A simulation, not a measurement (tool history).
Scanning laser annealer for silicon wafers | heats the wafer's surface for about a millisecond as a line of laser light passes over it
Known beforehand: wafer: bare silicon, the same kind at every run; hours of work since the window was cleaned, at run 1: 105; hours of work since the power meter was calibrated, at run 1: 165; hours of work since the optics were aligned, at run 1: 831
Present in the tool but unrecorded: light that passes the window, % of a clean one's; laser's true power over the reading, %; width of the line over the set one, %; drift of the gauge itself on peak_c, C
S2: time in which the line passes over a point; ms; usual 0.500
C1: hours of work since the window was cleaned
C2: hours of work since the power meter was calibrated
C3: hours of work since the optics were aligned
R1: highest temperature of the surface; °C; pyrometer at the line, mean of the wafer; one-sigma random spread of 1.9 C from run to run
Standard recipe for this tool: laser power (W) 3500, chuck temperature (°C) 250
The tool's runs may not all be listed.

{"run": 1, "hour": 0.0, "laser power (W)": 3500, "S2": 0.5, "chuck temperature (°C)": 250, "C1": 105, "C2": 165, "C3": 831, "R1": 1070}
{"run": 2, "hour": 17.6, "laser power (W)": 3500, "S2": 0.5, "chuck temperature (°C)": 250, "C1": 115, "C2": 175, "C3": 841, "R1": 1071}
{"run": 3, "hour": 35.0, "laser power (W)": 3500, "S2": 0.5, "chuck temperature (°C)": 250, "C1": 126, "C2": 186, "C3": 851, "R1": 1069}
{"run": 4, "hour": 48.3, "laser power (W)": 3500, "S2": 0.5, "chuck temperature (°C)": 240, "C1": 133, "C2": 193, "C3": 859, "R1": 1059}
{"run": 5, "hour": 70.1, "laser power (W)": 3500, "S2": 0.5, "chuck temperature (°C)": 250, "C1": 146, "C2": 206, "C3": 872, "R1": 1067}
{"run": 6, "hour": 85.9, "laser power (W)": 3500, "S2": 0.5, "chuck temperature (°C)": 250, "C1": 155, "C2": 215, "C3": 881, "R1": 1064}
{"run": 7, "hour": 101.2, "laser power (W)": 3500, "S2": 0.5, "chuck temperature (°C)": 250, "C1": 164, "C2": 224, "C3": 890, "R1": 1064}
{"run": 8, "hour": 117.0, "laser power (W)": 3500, "S2": 0.5, "chuck temperature (°C)": 280, "C1": 174, "C2": 234, "C3": 900, "R1": 1094}
{"hour": 121.7, "done": "laser's power meter calibrated"}
{"run": 9, "hour": 131.0, "laser power (W)": 3685, "S2": 0.468, "chuck temperature (°C)": 216, "C1": 180, "C2": 5, "C3": 906, "R1": 1039}
{"run": 10, "hour": 144.2, "laser power (W)": 3055, "S2": 0.357, "chuck temperature (°C)": 216, "C1": 188, "C2": 13, "C3": 914, "R1": 809}
{"run": 11, "hour": 167.2, "laser power (W)": 3647, "S2": 0.355, "chuck temperature (°C)": 250, "C1": 201, "C2": 27, "C3": 927, "R1": 946}
{"run": 12, "hour": 190.7, "laser power (W)": 3227, "S2": 0.545, "chuck temperature (°C)": 229, "C1": 215, "C2": 40, "C3": 941, "R1": 1023}
{"run": 13, "hour": 212.1, "laser power (W)": 3500, "S2": 0.5, "chuck temperature (°C)": 226, "C1": 228, "C2": 53, "C3": 954, "R1": 1039}
{"hour": 222.3, "done": "laser's power meter calibrated, once more"}
{"run": 14, "hour": 239.8, "laser power (W)": 3042, "S2": 0.5, "chuck temperature (°C)": 250, "C1": 242, "C2": 10, "C3": 968, "R1": 959}
{"run": 15, "hour": 262.4, "laser power (W)": 3292, "S2": 0.5, "chuck temperature (°C)": 239, "C1": 255, "C2": 24, "C3": 981, "R1": 1003}

Had the tool no unlogged condition, and each run kept its random variation, what would the results have been?
run=1 R1=1085
run=2 R1=1086
run=3 R1=1085
run=4 R1=1076
run=5 R1=1084
run=6 R1=1082
run=7 R1=1082
run=8 R1=1113
run=9 R1=1059
run=10 R1=823
run=11 R1=963
run=12 R1=1044
run=13 R1=1062
run=14 R1=981
run=15 R1=1028

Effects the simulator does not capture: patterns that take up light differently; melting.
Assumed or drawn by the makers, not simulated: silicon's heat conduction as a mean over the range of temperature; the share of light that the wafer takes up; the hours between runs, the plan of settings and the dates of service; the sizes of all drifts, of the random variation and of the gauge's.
